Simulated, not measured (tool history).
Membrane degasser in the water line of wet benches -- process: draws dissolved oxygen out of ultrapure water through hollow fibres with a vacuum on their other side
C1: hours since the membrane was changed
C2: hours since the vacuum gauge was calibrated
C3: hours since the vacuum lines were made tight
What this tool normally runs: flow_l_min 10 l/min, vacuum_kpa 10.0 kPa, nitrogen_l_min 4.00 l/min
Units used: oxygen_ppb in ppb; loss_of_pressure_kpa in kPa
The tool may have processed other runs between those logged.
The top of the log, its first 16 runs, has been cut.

run 17 day=21.533 | flow_l_min=12 vacuum_kpa=10.0 nitrogen_l_min=4.00 | C1=2175 C2=1833 C3=4088 | oxygen_ppb=138.3 loss_of_pressure_kpa=54.27
run 18 day=23.083 | flow_l_min=13 vacuum_kpa=20.3 nitrogen_l_min=2.05 | C1=2212 C2=1870 C3=4126 | oxygen_ppb=352.4 loss_of_pressure_kpa=58.76
run 19 day=25.092 | flow_l_min=11 vacuum_kpa=10.0 nitrogen_l_min=4.00 | C1=2261 C2=1918 C3=4174 | oxygen_ppb=123.0 loss_of_pressure_kpa=49.67
run 20 day=26.225 | flow_l_min=11 vacuum_kpa=10.0 nitrogen_l_min=4.00 | C1=2288 C2=1945 C3=4201 | oxygen_ppb=123.3 loss_of_pressure_kpa=49.74
run 21 day=27.467 | flow_l_min=11 vacuum_kpa=10.0 nitrogen_l_min=4.00 | C1=2318 C2=1975 C3=4231 | oxygen_ppb=124.5 loss_of_pressure_kpa=49.89
run 22 day=29.338 | flow_l_min=11 vacuum_kpa=10.0 nitrogen_l_min=4.00 | C1=2363 C2=2020 C3=4276 | oxygen_ppb=122.4 loss_of_pressure_kpa=50.05
run 23 day=30.904 | flow_l_min=11 vacuum_kpa=10.0 nitrogen_l_min=4.00 | C1=2400 C2=2058 C3=4313 | oxygen_ppb=124.2 loss_of_pressure_kpa=49.83
run 24 day=31.942 | flow_l_min=10 vacuum_kpa=10.0 nitrogen_l_min=9.69 | C1=2425 C2=2082 C3=4338 | oxygen_ppb=82.5 loss_of_pressure_kpa=45.13
run 25 day=33.704 | flow_l_min=10 vacuum_kpa=11.3 nitrogen_l_min=9.72 | C1=2467 C2=2125 C3=4381 | oxygen_ppb=87.5 loss_of_pressure_kpa=45.25
run 26 day=34.821 | flow_l_min=14 vacuum_kpa=10.0 nitrogen_l_min=4.00 | C1=2494 C2=2152 C3=4407 | oxygen_ppb=168.6 loss_of_pressure_kpa=63.29
run 27 day=36.029 | flow_l_min=16 vacuum_kpa=10.9 nitrogen_l_min=2.83 | C1=2523 C2=2181 C3=4436 | oxygen_ppb=239.2 loss_of_pressure_kpa=72.48
run 28 day=37.296 | flow_l_min=10 vacuum_kpa=20.2 nitrogen_l_min=4.00 | C1=2553 C2=2211 C3=4467 | oxygen_ppb=171.2 loss_of_pressure_kpa=45.32
run 29 day=39.317 | flow_l_min=13 vacuum_kpa=10.0 nitrogen_l_min=9.38 | C1=2602 C2=2259 C3=4515 | oxygen_ppb=123.8 loss_of_pressure_kpa=59.01
run 30 day=41.292 | flow_l_min=11 vacuum_kpa=10.0 nitrogen_l_min=3.77 | C1=2649 C2=2307 C3=4563 | oxygen_ppb=127.3 loss_of_pressure_kpa=49.86
run 31 day=42.933 | flow_l_min=13 vacuum_kpa=8.3 nitrogen_l_min=6.97 | C1=2689 C2=2346 C3=4602 | oxygen_ppb=124.9 loss_of_pressure_kpa=58.78
run 32 day=44.667 | flow_l_min=10 vacuum_kpa=8.3 nitrogen_l_min=4.00 | C1=2730 C2=2388 C3=4644 | oxygen_ppb=98.3 loss_of_pressure_kpa=45.21
run 33 day=46.004 | flow_l_min=10 vacuum_kpa=8.3 nitrogen_l_min=4.00 | C1=2762 C2=2420 C3=4676 | oxygen_ppb=99.5 loss_of_pressure_kpa=45.22

What if the next run were any one of these 3? Each begins from the tool's condition after run 33:
run A day=47.900 | flow_l_min=15 vacuum_kpa=8.4 nitrogen_l_min=4.26 | C1=2808 C2=2465 C3=4721 | oxygen_ppb=? loss_of_pressure_kpa=?
run B day=47.900 | flow_l_min=10 vacuum_kpa=14.4 nitrogen_l_min=4.00 | C1=2808 C2=2465 C3=4721 | oxygen_ppb=? loss_of_pressure_kpa=?
run C day=47.900 | flow_l_min=7 vacuum_kpa=8.3 nitrogen_l_min=1.89 | C1=2808 C2=2465 C3=4721 | oxygen_ppb=? loss_of_pressure_kpa=?

run=A oxygen_ppb=172.9 loss_of_pressure_kpa=67.86
run=B oxygen_ppb=137.3 loss_of_pressure_kpa=45.27
run=C oxygen_ppb=82.5 loss_of_pressure_kpa=31.76
The same runs, with their run-to-run variation unchanged, on a tool lacking any hidden condition would have given:
run=A oxygen_ppb=165.6 loss_of_pressure_kpa=67.13
run=B oxygen_ppb=131.2 loss_of_pressure_kpa=44.78
run=C oxygen_ppb=77.7 loss_of_pressure_kpa=31.42
